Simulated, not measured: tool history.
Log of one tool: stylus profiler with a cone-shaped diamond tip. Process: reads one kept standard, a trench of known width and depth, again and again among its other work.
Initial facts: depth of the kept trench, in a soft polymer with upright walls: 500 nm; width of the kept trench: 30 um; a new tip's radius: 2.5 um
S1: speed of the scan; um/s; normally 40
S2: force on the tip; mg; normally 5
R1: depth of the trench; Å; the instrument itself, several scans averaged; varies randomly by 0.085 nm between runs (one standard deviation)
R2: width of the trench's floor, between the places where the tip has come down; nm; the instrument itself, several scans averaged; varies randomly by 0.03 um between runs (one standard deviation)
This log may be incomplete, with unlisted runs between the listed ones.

run 1 day=0 | S1=40 S2=5 | R1=5077.7 R2=24830
run 2 day=2.221 | S1=40 S2=5 | R1=5078.8 R2=24830
run 3 day=4.762 | S1=40 S2=5 | R1=5078 R2=24760
-- day=5.162 height scale calibrated on a step standard
run 4 day=6.667 | S1=40 S2=5 | R1=5063.1 R2=24750
run 5 day=9.733 | S1=149 S2=5 | R1=5062.3 R2=24330
run 6 day=13.279 | S1=40 S2=5 | R1=5065.8 R2=24650
run 7 day=15.092 | S1=40 S2=4.95 | R1=5064.6 R2=24660
run 8 day=18.8 | S1=40 S2=4.95 | R1=5064.3 R2=24600
run 9 day=22.483 | S1=40 S2=4.95 | R1=5064.7 R2=24500
run 10 day=24.646 | S1=40 S2=3.84 | R1=5055.9 R2=24520
run 11 day=26.338 | S1=40 S2=3.84 | R1=5054.8 R2=24440
run 12 day=29.788 | S1=40 S2=3.84 | R1=5054.7 R2=24400
run 13 day=31.792 | S1=100 S2=12.83 | R1=5122.8 R2=24310
run 14 day=34.962 | S1=40 S2=1.73 | R1=5034.4 R2=24290
run 15 day=36.962 | S1=40 S2=1.73 | R1=5035.1 R2=24300
run 16 day=40.258 | S1=18 S2=10.57 | R1=5108.8 R2=24410
run 17 day=42.292 | S1=28 S2=5.34 | R1=5070.4 R2=24330
-- day=44.662 new tip fitted, height scale calibrated
run 18 day=46.388 | S1=86 S2=2.19 | R1=5037.5 R2=26560
run 19 day=50.346 | S1=53 S2=2.59 | R1=5042.9 R2=26650
run 20 day=54.004 | S1=53 S2=2.59 | R1=5045.8 R2=26580
run 21 day=55.842 | S1=13 S2=4.26 | R1=5060.7 R2=26750

Forecast each of these 4 alternatives for the next run:
run A day=59.254 | S1=95 S2=7.72 | R1=? R2=?
run B day=59.254 | S1=31 S2=6.56 | R1=? R2=?
run C day=59.254 | S1=13 S2=3.08 | R1=? R2=?
run D day=59.254 | S1=80 S2=7.73 | R1=? R2=?

run=A R1=5088.1 R2=26400
run=B R1=5080.1 R2=26640
run=C R1=5048.9 R2=26660
run=D R1=5089.4 R2=26480
Without the tool's unlogged condition, the same runs would have read:
run=A R1=5085.3 R2=26670
run=B R1=5077.3 R2=26920
run=C R1=5046.1 R2=26930
run=D R1=5086.6 R2=26750
